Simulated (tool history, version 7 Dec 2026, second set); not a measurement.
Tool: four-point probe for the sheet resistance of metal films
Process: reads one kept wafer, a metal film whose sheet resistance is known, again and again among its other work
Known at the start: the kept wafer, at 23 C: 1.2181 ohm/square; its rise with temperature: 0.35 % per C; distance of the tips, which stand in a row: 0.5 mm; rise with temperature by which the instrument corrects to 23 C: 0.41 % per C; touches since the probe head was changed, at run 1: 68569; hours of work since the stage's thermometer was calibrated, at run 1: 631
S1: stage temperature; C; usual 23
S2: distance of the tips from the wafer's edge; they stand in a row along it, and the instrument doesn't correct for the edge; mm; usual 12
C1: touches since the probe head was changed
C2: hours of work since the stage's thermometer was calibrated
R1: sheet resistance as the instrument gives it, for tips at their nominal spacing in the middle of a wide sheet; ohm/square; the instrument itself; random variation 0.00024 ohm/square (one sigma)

Run 1, hour 0.0: usual settings; C1 68569; C2 631. Result: R1 1.219867 ohm/square.
Run 2, hour 140.7: usual settings; C1 70278; C2 691. Result: R1 1.219148 ohm/square.
Run 3, hour 255.4: usual settings but S1 27 C; C1 71671; C2 739. Result: R1 1.216453 ohm/square.
Run 4, hour 342.6: usual settings but S1 27 C; C1 72730; C2 776. Result: R1 1.216337 ohm/square.
Run 5, hour 478.1: usual settings; C1 74377; C2 834. Result: R1 1.218859 ohm/square.
Run 6, hour 611.4: usual settings; C1 75995; C2 891. Result: R1 1.219166 ohm/square.
Run 7, hour 731.7: usual settings but S2 5 mm; C1 77457; C2 942. Result: R1 1.223695 ohm/square.
Run 8, hour 855.1: usual settings but S2 5 mm; C1 78956; C2 995. Result: R1 1.223908 ohm/square.
Run 9, hour 962.2: usual settings but S2 5 mm; C1 80257; C2 1040. Result: R1 1.223340 ohm/square.
Run 10, hour 1080.9: usual settings but S2 36 mm; C1 81698; C2 1091. Result: R1 1.217105 ohm/square.
Run 11, hour 1141.9: usual settings but S2 36 mm; C1 82440; C2 1117. Result: R1 1.217025 ohm/square.
Run 12, hour 1211.6: usual settings but S2 36 mm; C1 83287; C2 1146. Result: R1 1.216686 ohm/square.
Run 13, hour 1298.5: usual settings but S2 36 mm; C1 84342; C2 1183. Result: R1 1.216808 ohm/square.
At hour 1397.8: stage's thermometer calibrated.
Run 14, hour 1424.6: usual settings but S2 36 mm; C1 85868; C2 11. Result: R1 1.218014 ohm/square.
Run 15, hour 1545.5: usual settings but S2 36 mm; C1 87337; C2 63. Result: R1 1.217701 ohm/square.
Run 16, hour 1634.7: usual settings but S2 36 mm; C1 88420; C2 101. Result: R1 1.217146 ohm/square.
Run 17, hour 1775.2: usual settings but S2 36 mm; C1 90127; C2 161. Result: R1 1.217201 ohm/square.
Run 18, hour 1866.0: usual settings but S2 4 mm; C1 91229; C2 199. Result: R1 1.226888 ohm/square.
Run 19, hour 1960.0: usual settings; C1 92371; C2 239. Result: R1 1.217474 ohm/square.
At hour 1997.0: new probe head fitted.
Run 20, hour 2088.3: usual settings but S1 24 C, S2 25 mm; C1 1108; C2 293. Result: R1 1.216855 ohm/square.
Run 21, hour 2212.0: usual settings but S1 26 C, S2 4 mm; C1 2611; C2 346. Result: R1 1.225396 ohm/square.
Run 22, hour 2344.9: usual settings but S1 26 C, S2 4 mm; C1 4225; C2 403. Result: R1 1.225155 ohm/square.
Run 23, hour 2429.2: usual settings but S1 33 C, S2 21 mm; C1 5249; C2 438. Result: R1 1.209623 ohm/square.
Run 24, hour 2514.5: usual settings but S1 21 C, S2 51 mm; C1 6286; C2 475. Result: R1 1.218799 ohm/square.
Run 25, hour 2652.9: usual settings but S1 25 C; C1 7967; C2 534. Result: R1 1.216518 ohm/square.
Run 26, hour 2779.2: usual settings but S1 19 C; C1 9500; C2 587. Result: R1 1.220616 ohm/square.
Run 27, hour 2911.9: usual settings but S1 19 C; C1 11112; C2 644. Result: R1 1.220543 ohm/square.
Run 28, hour 2972.6: usual settings but S1 33 C, S2 8 mm; C1 11850; C2 670. Result: R1 1.211497 ohm/square.
Run 29, hour 3033.9: usual settings but S1 33 C, S2 8 mm; C1 12595; C2 696. Result: R1 1.211557 ohm/square.
Run 30, hour 3161.9: usual settings but S1 19 C, S2 6 mm; C1 14149; C2 750. Result: R1 1.223305 ohm/square.
Run 31, hour 3264.8: usual settings but S1 34 C, S2 25 mm; C1 15400; C2 794. Result: R1 1.208072 ohm/square.
Run 32, hour 3392.9: usual settings but S1 30 C, S2 16 mm; C1 16955; C2 849. Result: R1 1.211295 ohm/square.
Run 33, hour 3467.3: usual settings but S1 30 C, S2 16 mm; C1 17859; C2 880. Result: R1 1.211055 ohm/square.
Run 34, hour 3526.7: usual settings but S1 28 C, S2 9 mm; C1 18580; C2 905. Result: R1 1.213879 ohm/square.
Run 35, hour 3623.5: usual settings but S1 21 C, S2 9 mm; C1 19756; C2 947. Result: R1 1.218879 ohm/square.
Run 36, hour 3741.0: usual settings but S1 28 C, S2 9 mm; C1 21184; C2 997. Result: R1 1.213677 ohm/square.

Measured less the same run without the tool's hidden state. The same run-to-run variation is in both; the gauge's scatter may not be:
The hidden state here: inner tips' distance over the nominal, %; tips' flats over new ones', %; wafer's true temperature over the reading, C; drift of the gauge itself on sheet_ohm, %.
run         R1
  1  +0.000471
  2  +0.000268
  3  +0.000107
  4  -0.000027
  5  -0.000222
  6  -0.000423
  7  -0.000605
  8  -0.000789
  9  -0.000945
 10  -0.001115
 11  -0.001205
 12  -0.001301
 13  -0.001422
 14  -0.000591
 15  -0.000758
 16  -0.000891
 17  -0.001093
 18  -0.001231
 19  -0.001367
 20  -0.000590
 21  -0.000775
 22  -0.000952
 23  -0.001050
 24  -0.001203
 25  -0.001385
 26  -0.001577
 27  -0.001772
 28  -0.001824
 29  -0.001917
 30  -0.002153
 31  -0.002255
 32  -0.002458
 33  -0.002566
 34  -0.002667
 35  -0.002835
 36  -0.002986
